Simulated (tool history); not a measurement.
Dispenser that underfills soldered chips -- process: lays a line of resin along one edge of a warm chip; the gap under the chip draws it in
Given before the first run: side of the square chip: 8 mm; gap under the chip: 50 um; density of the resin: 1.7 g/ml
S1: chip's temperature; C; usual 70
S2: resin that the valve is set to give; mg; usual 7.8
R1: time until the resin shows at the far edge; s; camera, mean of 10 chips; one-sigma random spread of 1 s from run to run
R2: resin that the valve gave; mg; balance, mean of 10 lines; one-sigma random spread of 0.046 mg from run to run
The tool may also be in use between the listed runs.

run,hour,S1,S2,R1,R2
1,0,70,7.8,160.7,7.49
# hour 3.3: new syringe of resin
2,5.1,70,7.8,107.9,7.58
# hour 11.2: dispensing valve cleaned and set on the balance
3,11.7,70,7.8,128.2,7.79
4,18.4,70,7.8,162,7.82
# hour 20.5: new syringe of resin
5,27.2,70,6.84,132.2,6.83
6,34,70,7.8,158.4,7.66
# hour 36.3: new syringe of resin
7,42.9,70,7.8,126.9,7.72
8,50.2,70,7.8,161.4,7.66
# hour 52.5: new syringe of resin
9,56.4,70,7.8,118.6,7.6
10,64.6,70,7.8,155.4,7.66
# hour 68.9: new syringe of resin
11,72,70,7.8,116.2,7.56
12,77.9,64,7.8,186.7,7.61
13,84,64,7.8,231,7.51
# hour 84.8: new syringe of resin
14,90.5,70,8.75,122.7,8.46
15,95.7,70,7.8,149.7,7.48
# hour 100.7: new syringe of resin
16,100.7,71,7.8,96.7,7.57
17,105.6,65,7.8,149.1,7.46
18,114.5,70,7.8,163.1,7.43
# hour 116.8: new syringe of resin
# hour 118.4: dispensing valve cleaned and set on the balance
19,120.8,70,7.23,117.1,7.26
20,127.8,75,6.74,120.1,6.8
# hour 134.2: new syringe of resin
21,136.6,75,6.74,91.7,6.62
22,141.3,75,6.74,107.9,6.65
23,147.1,62,9.34,230.2,9.24
# hour 150.7: new syringe of resin
24,155.7,80,7.56,77.7,7.44
25,161.8,84,9.52,77.1,9.34
# hour 166.5: new syringe of resin
26,170.1,84,9.52,57.8,9.36
27,174.5,84,9.52,69,9.27
28,179.8,84,9.52,82.3,9.26
# hour 182.8: new syringe of resin
29,188.8,56,8.27,251.2,7.98
30,193.1,58,7.72,270.7,7.39
# hour 198.9: new syringe of resin
31,200.6,76,7.68,81,7.5
32,208.2,76,7.68,108.4,7.37
33,214.1,76,7.68,130.3,7.32
# hour 215.1: new syringe of resin
34,218.6,74,7.8,96.4,7.52
# hour 225: dispensing valve cleaned and set on the balance
35,225.7,68,8.42,153.4,8.37

Pick out some run-to-run changes in R1. Of each, how much would a tool without hidden state show as well, from the settings, what came in and chance, and how much is left for the hidden state and any gauge scatter not in both results compared?
Unlogged tool condition in this case: resin's viscosity, % of fresh resin's; dose that the valve gives, % of what is set; true chip temperature over the reading, C; drift of the gauge itself on fill_s, %; drift of the gauge itself on given_mg, %.
Run 13 -> 14: S1 64 -> 70, S2 7.8 -> 8.75, new syringe of resin. R1 -108.3 s: hidden state -73.8, all else -34.5.
Run 23 -> 24: S1 62 -> 80, S2 9.34 -> 7.56, new syringe of resin. R1 -152.5 s: hidden state -73.3, all else -79.2.
Run 28 -> 29: S1 84 -> 56, S2 9.52 -> 8.27, new syringe of resin. R1 +168.9 s: hidden state +26.6, all else +142.3.
Run 30 -> 31: S1 58 -> 76, S2 7.72 -> 7.68, new syringe of resin. R1 -189.7 s: hidden state -84, all else -105.7.

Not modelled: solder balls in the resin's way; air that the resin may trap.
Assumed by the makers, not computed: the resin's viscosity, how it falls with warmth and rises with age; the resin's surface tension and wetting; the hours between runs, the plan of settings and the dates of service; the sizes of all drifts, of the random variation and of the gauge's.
